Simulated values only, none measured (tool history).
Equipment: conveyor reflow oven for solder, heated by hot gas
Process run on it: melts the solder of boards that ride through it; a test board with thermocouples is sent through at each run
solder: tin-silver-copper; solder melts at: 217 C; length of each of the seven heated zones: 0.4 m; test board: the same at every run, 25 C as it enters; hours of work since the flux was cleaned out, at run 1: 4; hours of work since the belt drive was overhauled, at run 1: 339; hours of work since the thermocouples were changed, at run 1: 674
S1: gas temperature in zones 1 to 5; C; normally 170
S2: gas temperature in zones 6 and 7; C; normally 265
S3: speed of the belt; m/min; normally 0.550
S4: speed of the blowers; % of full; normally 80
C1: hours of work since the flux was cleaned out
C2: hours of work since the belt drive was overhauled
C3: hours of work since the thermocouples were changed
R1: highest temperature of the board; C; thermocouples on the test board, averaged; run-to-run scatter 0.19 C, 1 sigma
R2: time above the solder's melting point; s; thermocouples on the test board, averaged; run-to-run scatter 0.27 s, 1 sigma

| run | hour | S1 | S2 | S3 | S4 | C1 | C2 | C3 | R1 | R2 |
|---|---|---|---|---|---|---|---|---|---|---|
| 1 | 0.0 | 170 | 265 | 0.550 | 80 | 4 | 339 | 674 | 252.8 | 66.1 |
| 2 | 43.7 | 170 | 265 | 0.550 | 80 | 38 | 373 | 708 | 252.6 | 66.2 |
| 3 | 103.9 | 170 | 265 | 0.528 | 80 | 84 | 419 | 754 | 253.3 | 69.8 |
| 4 | 182.2 | 170 | 278 | 0.550 | 80 | 144 | 479 | 814 | 263.7 | 72.6 |
| 5 | 274.6 | 170 | 265 | 0.550 | 80 | 215 | 550 | 885 | 251.7 | 65.2 |
|  | 348.2 | flux residue cleaned out of gas plates and filters |
| 6 | 370.2 | 170 | 280 | 0.550 | 80 | 17 | 620 | 955 | 265.7 | 75.1 |
| 7 | 446.6 | 170 | 265 | 0.550 | 69 | 76 | 678 | 1013 | 250.1 | 63.7 |
| 8 | 494.7 | 170 | 265 | 0.550 | 69 | 113 | 715 | 1050 | 249.8 | 63.5 |
| 9 | 569.8 | 170 | 265 | 0.654 | 80 | 170 | 773 | 1108 | 246.5 | 49.5 |
|  | 625.9 | thermocouples of zones 6 and 7 changed |
| 10 | 651.8 | 170 | 265 | 0.550 | 80 | 232 | 834 | 20 | 252.9 | 66.8 |
|  | 704.2 | flux residue cleaned out of gas plates and filters |
| 11 | 721.2 | 170 | 265 | 0.550 | 80 | 13 | 884 | 69 | 253.0 | 67.3 |
| 12 | 777.4 | 170 | 265 | 0.550 | 51 | 56 | 927 | 113 | 246.9 | 59.8 |
| 13 | 836.9 | 170 | 265 | 0.487 | 80 | 102 | 973 | 158 | 256.1 | 80.2 |
| 14 | 926.0 | 170 | 265 | 0.487 | 80 | 170 | 1041 | 227 | 255.5 | 79.8 |
| 15 | 1027.3 | 170 | 265 | 0.609 | 80 | 248 | 1119 | 304 | 249.6 | 57.6 |
|  | 1060.4 | flux residue cleaned out of gas plates and filters |
| 16 | 1098.3 | 170 | 263 | 0.550 | 80 | 29 | 1170 | 355 | 251.5 | 67.0 |
| 17 | 1165.7 | 170 | 275 | 0.550 | 88 | 81 | 1222 | 407 | 263.2 | 75.2 |
|  | 1238.6 | belt drive overhauled, speed set with a stopwatch |
| 18 | 1260.6 | 170 | 274 | 0.550 | 80 | 151 | 17 | 477 | 259.9 | 70.2 |
| 19 | 1347.2 | 167 | 265 | 0.492 | 77 | 217 | 83 | 543 | 253.8 | 73.3 |
| 20 | 1402.8 | 175 | 276 | 0.494 | 69 | 260 | 126 | 586 | 263.3 | 82.9 |
|  | 1420.3 | flux residue cleaned out of gas plates and filters |
| 21 | 1478.8 | 175 | 276 | 0.494 | 69 | 45 | 181 | 641 | 264.2 | 83.1 |
| 22 | 1520.2 | 175 | 276 | 0.494 | 69 | 77 | 212 | 672 | 263.6 | 83.3 |
| 23 | 1576.8 | 170 | 276 | 0.494 | 69 | 120 | 256 | 716 | 262.7 | 80.8 |
| 24 | 1652.6 | 165 | 257 | 0.506 | 60 | 178 | 314 | 774 | 242.5 | 59.1 |
| 25 | 1753.7 | 170 | 265 | 0.493 | 80 | 256 | 392 | 852 | 254.2 | 75.7 |
|  | 1777.3 | flux residue cleaned out of gas plates and filters |
| 26 | 1802.8 | 157 | 270 | 0.486 | 65 | 20 | 426 | 886 | 255.5 | 72.5 |
| 27 | 1849.1 | 170 | 265 | 0.641 | 81 | 55 | 461 | 921 | 247.5 | 51.7 |
| 28 | 1913.5 | 170 | 262 | 0.550 | 76 | 105 | 511 | 971 | 248.1 | 62.4 |
| 29 | 1974.9 | 170 | 270 | 0.550 | 77 | 152 | 558 | 1018 | 255.6 | 67.7 |
| 30 | 2020.8 | 180 | 270 | 0.550 | 78 | 187 | 593 | 1053 | 256.8 | 73.5 |

Below are 4 alternative next runs, each starting from the tool's condition after run 30. Predict each:
| A | 2104.7 | 180 | 264 | 0.613 | 78 | 252 | 658 | 1118 | ? | ? |
| B | 2104.7 | 170 | 269 | 0.484 | 80 | 252 | 658 | 1118 | ? | ? |
| C | 2104.7 | 180 | 270 | 0.564 | 78 | 252 | 658 | 1118 | ? | ? |
| D | 2104.7 | 170 | 258 | 0.462 | 65 | 252 | 658 | 1118 | ? | ? |

| run | R1 | R2 |
|---|---|---|
| A | 247.9 | 59.3 |
| B | 257.7 | 80.7 |
| C | 255.5 | 70.2 |
| D | 246.6 | 74.0 |
Take away the tool's hidden state, keep each run's random variation, and the runs would have read:
| run | R1 | R2 |
|---|---|---|
| A | 249.9 | 59.9 |
| B | 259.7 | 80.8 |
| C | 257.5 | 70.4 |
| D | 248.4 | 74.8 |
